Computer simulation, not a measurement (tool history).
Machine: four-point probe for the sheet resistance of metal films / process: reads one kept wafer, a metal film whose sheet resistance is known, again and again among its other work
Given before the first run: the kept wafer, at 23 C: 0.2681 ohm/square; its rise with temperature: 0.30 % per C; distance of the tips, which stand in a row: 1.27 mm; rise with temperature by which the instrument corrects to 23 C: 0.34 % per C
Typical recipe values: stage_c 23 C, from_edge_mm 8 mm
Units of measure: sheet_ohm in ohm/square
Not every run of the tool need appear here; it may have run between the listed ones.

run     day  stage_c  from_edge_mm  sheet_ohm
  1   0.000       23             8   0.272550
  2   2.812       23             8   0.272570
  3   5.204       23             8   0.272602
  4   7.238       23             8   0.272570
  5   9.004       23             8   0.272656
  6  10.283       23             8   0.272652
  7  12.288       23             8   0.272708
     12.533  -- stage's thermometer calibrated
  8  13.792       34            25   0.268175
  9  16.267       23            55   0.269128
 10  18.888       33            18   0.268686
 11  21.471       33            18   0.268653
 12  23.083       23            67   0.269053

Run 13, settings as shown, results not yet in. Your forecast:
 13  24.246       33             5          ?

{"run 13": {"sheet_ohm": 0.277023}}
Minus the tool's unlogged condition, the same run would have read sheet_ohm 0.276020 ohm/square.
